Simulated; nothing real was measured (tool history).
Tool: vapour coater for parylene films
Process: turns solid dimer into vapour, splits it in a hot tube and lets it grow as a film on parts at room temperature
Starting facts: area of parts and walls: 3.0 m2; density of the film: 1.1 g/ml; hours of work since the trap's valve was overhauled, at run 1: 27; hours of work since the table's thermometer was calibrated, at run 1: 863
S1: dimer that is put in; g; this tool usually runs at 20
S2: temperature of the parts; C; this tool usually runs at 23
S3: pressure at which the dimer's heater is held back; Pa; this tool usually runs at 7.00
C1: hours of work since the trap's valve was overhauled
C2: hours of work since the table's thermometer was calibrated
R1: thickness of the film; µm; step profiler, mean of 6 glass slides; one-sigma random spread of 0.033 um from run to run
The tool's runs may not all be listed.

{"run": 1, "hour": 0.0, "S1": 20, "S2": 23, "S3": 7.0, "C1": 27, "C2": 863, "R1": 3.24}
{"run": 2, "hour": 24.4, "S1": 16, "S2": 23, "S3": 7.0, "C1": 40, "C2": 876, "R1": 2.59}
{"run": 3, "hour": 69.3, "S1": 16, "S2": 23, "S3": 7.0, "C1": 62, "C2": 898, "R1": 2.54}
{"run": 4, "hour": 98.1, "S1": 16, "S2": 23, "S3": 7.0, "C1": 77, "C2": 913, "R1": 2.53}
{"run": 5, "hour": 139.1, "S1": 16, "S2": 23, "S3": 7.0, "C1": 98, "C2": 934, "R1": 2.57}
{"run": 6, "hour": 176.8, "S1": 20, "S2": 23, "S3": 6.02, "C1": 117, "C2": 953, "R1": 3.22}
{"run": 7, "hour": 211.1, "S1": 19, "S2": 23, "S3": 7.0, "C1": 134, "C2": 971, "R1": 3.01}
{"run": 8, "hour": 241.0, "S1": 19, "S2": 33, "S3": 7.0, "C1": 150, "C2": 986, "R1": 1.83}
{"run": 9, "hour": 273.9, "S1": 20, "S2": 16, "S3": 7.0, "C1": 166, "C2": 1002, "R1": 4.4}
{"run": 10, "hour": 309.2, "S1": 20, "S2": 20, "S3": 5.25, "C1": 184, "C2": 1020, "R1": 3.78}
{"run": 11, "hour": 330.8, "S1": 20, "S2": 30, "S3": 5.25, "C1": 195, "C2": 1031, "R1": 2.38}
{"run": 12, "hour": 356.3, "S1": 33, "S2": 17, "S3": 7.0, "C1": 208, "C2": 1044, "R1": 6.82}
{"run": 13, "hour": 384.7, "S1": 33, "S2": 17, "S3": 7.0, "C1": 223, "C2": 1059, "R1": 6.97}

Run 14, settings as shown, results not yet in. Your forecast:
{"run": 14, "hour": 411.6, "S1": 33, "S2": 17, "S3": 7.0, "C1": 236, "C2": 1072, "R1": "?"}

Run 14 gave R1 6.90 µm.
Were there no unlogged condition in the tool, this run, its random variation unchanged, would have produced R1 7.26 µm.
